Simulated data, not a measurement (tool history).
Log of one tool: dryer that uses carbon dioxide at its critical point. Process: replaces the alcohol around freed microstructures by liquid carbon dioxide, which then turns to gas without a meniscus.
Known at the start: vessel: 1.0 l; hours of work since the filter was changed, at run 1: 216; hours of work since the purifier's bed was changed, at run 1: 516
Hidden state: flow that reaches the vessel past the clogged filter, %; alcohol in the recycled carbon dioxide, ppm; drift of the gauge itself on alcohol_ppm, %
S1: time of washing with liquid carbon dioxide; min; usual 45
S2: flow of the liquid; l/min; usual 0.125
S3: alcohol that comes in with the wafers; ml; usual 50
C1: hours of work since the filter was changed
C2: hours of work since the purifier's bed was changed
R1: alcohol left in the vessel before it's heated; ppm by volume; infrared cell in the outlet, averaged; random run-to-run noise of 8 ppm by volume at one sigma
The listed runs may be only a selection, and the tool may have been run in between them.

Run 1, hour 0.0: usual settings; C1 216; C2 516. Result: R1 758 ppm by volume.
Run 2, hour 18.9: usual settings; C1 223; C2 522. Result: R1 739 ppm by volume.
Run 3, hour 41.3: usual settings but S2 0.099 l/min; C1 231; C2 530. Result: R1 1890 ppm by volume.
Run 4, hour 64.4: usual settings but S3 21 ml; C1 239; C2 538. Result: R1 333 ppm by volume.
Run 5, hour 99.8: usual settings; C1 251; C2 550. Result: R1 756 ppm by volume.
Run 6, hour 119.7: usual settings but S1 29 min; C1 258; C2 557. Result: R1 3320 ppm by volume.
Run 7, hour 145.0: usual settings but S1 56 min; C1 267; C2 566. Result: R1 289 ppm by volume.
Run 8, hour 175.6: usual settings but S1 56 min, S3 40 ml; C1 277; C2 576. Result: R1 242 ppm by volume.
Run 9, hour 194.7: usual settings but S3 29 ml; C1 284; C2 583. Result: R1 464 ppm by volume.
Run 10, hour 213.3: usual settings but S3 29 ml; C1 290; C2 590. Result: R1 470 ppm by volume.
Run 11, hour 243.7: usual settings; C1 301; C2 600. Result: R1 787 ppm by volume.
Run 12, hour 263.0: usual settings; C1 308; C2 607. Result: R1 760 ppm by volume.
Run 13, hour 305.5: usual settings but S2 0.151 l/min; C1 322; C2 622. Result: R1 319 ppm by volume.
Run 14, hour 325.8: usual settings but S2 0.151 l/min; C1 329; C2 629. Result: R1 322 ppm by volume.
Run 15, hour 358.6: usual settings but S2 0.151 l/min; C1 341; C2 640. Result: R1 328 ppm by volume.
Run 16, hour 380.2: usual settings; C1 348; C2 647. Result: R1 791 ppm by volume.
Run 17, hour 408.1: usual settings; C1 358; C2 657. Result: R1 798 ppm by volume.
Run 18, hour 429.9: usual settings but S2 0.153 l/min; C1 365; C2 665. Result: R1 313 ppm by volume.
Run 19, hour 456.9: usual settings but S2 0.153 l/min; C1 375; C2 674. Result: R1 307 ppm by volume.
Run 20, hour 482.2: usual settings but S2 0.180 l/min; C1 383; C2 683. Result: R1 145 ppm by volume.
Run 21, hour 524.8: usual settings but S2 0.180 l/min; C1 398; C2 698. Result: R1 145 ppm by volume.
Run 22, hour 563.6: usual settings but S2 0.180 l/min; C1 412; C2 711. Result: R1 142 ppm by volume.
Run 23, hour 594.9: usual settings but S2 0.180 l/min; C1 423; C2 722. Result: R1 139 ppm by volume.
Run 24, hour 626.3: usual settings but S2 0.180 l/min; C1 433; C2 733. Result: R1 145 ppm by volume.
Run 25, hour 663.3: usual settings but S2 0.180 l/min; C1 446; C2 746. Result: R1 142 ppm by volume.
Run 26, hour 699.8: usual settings but S2 0.180 l/min; C1 459; C2 758. Result: R1 137 ppm by volume.
At hour 709.5: inlet filter changed.
Run 27, hour 729.2: usual settings but S2 0.180 l/min; C1 7; C2 768. Result: R1 125 ppm by volume.
Run 28, hour 756.2: usual settings but S1 39 min, S2 0.128 l/min, S3 49 ml; C1 16; C2 777. Result: R1 1100 ppm by volume.
Run 29, hour 793.0: usual settings but S1 28 min, S2 0.147 l/min; C1 29; C2 790. Result: R1 2050 ppm by volume.
Run 30, hour 824.3: usual settings but S1 34 min, S2 0.147 l/min, S3 25 ml; C1 40; C2 801. Result: R1 555 ppm by volume.
Run 31, hour 850.0: usual settings but S1 34 min, S2 0.147 l/min, S3 25 ml; C1 49; C2 810. Result: R1 552 ppm by volume.
Run 32, hour 884.0: usual settings but S1 31 min, S2 0.147 l/min, S3 74 ml; C1 60; C2 822. Result: R1 2190 ppm by volume.
Run 33, hour 905.3: usual settings but S1 35 min, S2 0.201 l/min, S3 41 ml; C1 68; C2 829. Result: R1 191 ppm by volume.
Run 34, hour 943.3: usual settings but S1 41 min, S2 0.096 l/min, S3 41 ml; C1 81; C2 842. Result: R1 2194 ppm by volume.
Run 35, hour 966.9: usual settings but S1 38 min, S2 0.185 l/min, S3 22 ml; C1 89; C2 850. Result: R1 132 ppm by volume.
Run 36, hour 985.3: usual settings but S1 69 min, S2 0.195 l/min; C1 96; C2 857. Result: R1 46 ppm by volume.
Run 37, hour 1026.5: usual settings but S2 0.136 l/min; C1 110; C2 871. Result: R1 520 ppm by volume.
Run 38, hour 1062.6: usual settings but S2 0.136 l/min; C1 122; C2 884. Result: R1 507 ppm by volume.
Run 39, hour 1080.6: usual settings but S1 70 min; C1 129; C2 890. Result: R1 116 ppm by volume.
Run 40, hour 1114.0: usual settings but S1 50 min, S3 44 ml; C1 140; C2 901. Result: R1 428 ppm by volume.
Run 41, hour 1153.1: usual settings but S2 0.172 l/min, S3 26 ml; C1 154; C2 915. Result: R1 102 ppm by volume.
Run 42, hour 1178.3: usual settings but S2 0.172 l/min, S3 26 ml; C1 163; C2 924. Result: R1 111 ppm by volume.
Run 43, hour 1215.8: usual settings but S1 48 min; C1 176; C2 937. Result: R1 582 ppm by volume.
Run 44, hour 1246.7: usual settings but S2 0.091 l/min, S3 65 ml; C1 186; C2 947. Result: R1 3245 ppm by volume.
Run 45, hour 1268.6: usual settings but S2 0.091 l/min, S3 65 ml; C1 194; C2 955. Result: R1 3261 ppm by volume.
Run 46, hour 1292.9: usual settings but S1 29 min, S2 0.168 l/min; C1 202; C2 963. Result: R1 1240 ppm by volume.

Predict each of these 3 candidate next runs independently; none follows another, all start after run 46:
Run A, hour 1313.5: usual settings but S2 0.118 l/min; C1 209; C2 971. Result: R1 ?.
Run B, hour 1313.5: usual settings but S3 55 ml; C1 209; C2 971. Result: R1 ?.
Run C, hour 1313.5: usual settings but S1 33 min, S3 48 ml; C1 209; C2 971. Result: R1 ?.

run    R1
  A   983
  B   828
  C  2208
With the hidden condition removed and each run's random variation left untouched, the same runs would have given:
run    R1
  A   836
  B   692
  C  1973
